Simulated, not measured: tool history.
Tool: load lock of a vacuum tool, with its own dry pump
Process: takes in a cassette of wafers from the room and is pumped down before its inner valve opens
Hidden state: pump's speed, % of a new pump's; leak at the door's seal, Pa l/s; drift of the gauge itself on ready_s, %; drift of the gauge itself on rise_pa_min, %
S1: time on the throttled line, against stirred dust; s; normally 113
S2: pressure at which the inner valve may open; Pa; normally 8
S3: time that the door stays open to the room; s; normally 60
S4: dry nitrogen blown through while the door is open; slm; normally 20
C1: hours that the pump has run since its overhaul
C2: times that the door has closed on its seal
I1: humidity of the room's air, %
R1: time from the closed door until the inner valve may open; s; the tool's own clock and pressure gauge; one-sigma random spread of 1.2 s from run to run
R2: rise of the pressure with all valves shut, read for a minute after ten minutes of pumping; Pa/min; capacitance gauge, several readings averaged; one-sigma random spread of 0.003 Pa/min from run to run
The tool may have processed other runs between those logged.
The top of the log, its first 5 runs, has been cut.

run,hour,S1,S2,S3,S4,C1,C2,I1,R1,R2
6,363.4,113,7,60,20,7349,5051,43.7,200.9,0.034
7,428.1,113,8,60,20,7414,5192,48.1,197.3,0.044
8,476.4,113,8,60,20,7462,5297,41.9,198.8,0.039
9,575.7,113,8,60,20,7562,5513,46,198.6,0.049
10,636.3,113,8,60,20,7622,5644,47.1,198.2,0.042
11,694.8,113,8,60,20,7681,5772,42.6,198.2,0.036
12,740.7,113,8,60,20,7727,5872,45.2,200.9,0.044
13,812.2,113,8,60,20,7798,6027,48.9,199.6,0.042
14,911.5,124,8,60,20,7897,6243,43.8,206.5,0.044
15,985.1,124,8,60,20,7971,6403,41.8,208.4,0.04
16,1062.5,124,8,60,20,8048,6571,44.1,210.8,0.043
17,1109.9,124,8,60,20,8096,6675,42.6,206.6,0.042
18,1216.7,113,8,60,20,8203,6907,42,198.8,0.04
19,1313,113,8,60,20,8299,7116,46.3,199.6,0.048
20,1391.2,113,8,109,33,8377,7287,47.7,200.3,0.044
21,1496.2,210,11,119,31,8482,7515,44,277.3,0.044

What will run 22 give?
22,1566.7,113,13,32,20,8553,7668,43.1,?,?

Run 22 measured R1 192.4 s, R2 0.038 Pa/min.
With no hidden state in the tool, this same run would have given R1 183.2 s, R2 0.025 Pa/min.

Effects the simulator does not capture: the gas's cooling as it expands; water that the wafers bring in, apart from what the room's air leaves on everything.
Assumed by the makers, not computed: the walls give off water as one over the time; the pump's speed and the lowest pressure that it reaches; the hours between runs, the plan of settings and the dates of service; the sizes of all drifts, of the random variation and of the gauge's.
